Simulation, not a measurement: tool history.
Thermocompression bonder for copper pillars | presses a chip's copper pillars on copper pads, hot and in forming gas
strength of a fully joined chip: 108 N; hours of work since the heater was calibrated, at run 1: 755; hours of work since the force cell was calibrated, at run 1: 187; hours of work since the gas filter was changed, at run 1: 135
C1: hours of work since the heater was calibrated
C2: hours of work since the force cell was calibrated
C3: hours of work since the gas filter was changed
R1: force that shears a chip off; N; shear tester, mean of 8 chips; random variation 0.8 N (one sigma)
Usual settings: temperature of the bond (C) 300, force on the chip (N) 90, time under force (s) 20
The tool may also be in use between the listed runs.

run 1 hour=0.0 | temperature_of_the_bond_(C)=300 force_on_the_chip_(N)=90 time_under_force_(s)=20 | C1=755 C2=187 C3=135 | R1=58.2
run 2 hour=7.2 | temperature_of_the_bond_(C)=300 force_on_the_chip_(N)=90 time_under_force_(s)=20 | C1=759 C2=190 C3=138 | R1=57.9
run 3 hour=18.8 | temperature_of_the_bond_(C)=300 force_on_the_chip_(N)=90 time_under_force_(s)=20 | C1=764 C2=195 C3=143 | R1=57.9
run 4 hour=32.7 | temperature_of_the_bond_(C)=300 force_on_the_chip_(N)=90 time_under_force_(s)=20 | C1=770 C2=201 C3=149 | R1=58.3
run 5 hour=46.3 | temperature_of_the_bond_(C)=300 force_on_the_chip_(N)=90 time_under_force_(s)=20 | C1=776 C2=207 C3=155 | R1=57.9
run 6 hour=56.4 | temperature_of_the_bond_(C)=300 force_on_the_chip_(N)=90 time_under_force_(s)=20 | C1=780 C2=212 C3=159 | R1=57.2
run 7 hour=70.5 | temperature_of_the_bond_(C)=297 force_on_the_chip_(N)=90 time_under_force_(s)=20 | C1=786 C2=218 C3=165 | R1=55.3
run 8 hour=85.5 | temperature_of_the_bond_(C)=297 force_on_the_chip_(N)=90 time_under_force_(s)=20 | C1=793 C2=225 C3=172 | R1=55.3
run 9 hour=91.7 | temperature_of_the_bond_(C)=326 force_on_the_chip_(N)=68 time_under_force_(s)=10 | C1=796 C2=227 C3=175 | R1=48.3
run 10 hour=102.7 | temperature_of_the_bond_(C)=326 force_on_the_chip_(N)=68 time_under_force_(s)=10 | C1=800 C2=232 C3=180 | R1=50.3
run 11 hour=117.4 | temperature_of_the_bond_(C)=312 force_on_the_chip_(N)=90 time_under_force_(s)=21 | C1=807 C2=239 C3=186 | R1=66.5
run 12 hour=128.2 | temperature_of_the_bond_(C)=300 force_on_the_chip_(N)=62 time_under_force_(s)=20 | C1=812 C2=243 C3=191 | R1=43.5
run 13 hour=134.5 | temperature_of_the_bond_(C)=300 force_on_the_chip_(N)=87 time_under_force_(s)=39 | C1=814 C2=246 C3=194 | R1=68.7
run 14 hour=142.3 | temperature_of_the_bond_(C)=300 force_on_the_chip_(N)=87 time_under_force_(s)=39 | C1=818 C2=250 C3=197 | R1=68.6
run 15 hour=151.3 | temperature_of_the_bond_(C)=300 force_on_the_chip_(N)=87 time_under_force_(s)=39 | C1=822 C2=253 C3=201 | R1=69.6
run 16 hour=166.1 | temperature_of_the_bond_(C)=287 force_on_the_chip_(N)=119 time_under_force_(s)=11 | C1=828 C2=260 C3=207 | R1=48.2

The same runs without the tool's hidden state, with the same run-to-run variation:
The hidden state here: true temperature of the bond over the reading, C; force that reaches the chip, % of what is set; oxide that the forming gas leaves, % of the face; drift of the gauge itself on shear_n, %.
run=1 R1=63.1
run=2 R1=62.8
run=3 R1=62.9
run=4 R1=63.4
run=5 R1=63.1
run=6 R1=62.5
run=7 R1=60.7
run=8 R1=60.7
run=9 R1=53.2
run=10 R1=55.3
run=11 R1=72.7
run=12 R1=48.4
run=13 R1=75.3
run=14 R1=75.3
run=15 R1=76.3
run=16 R1=53.9
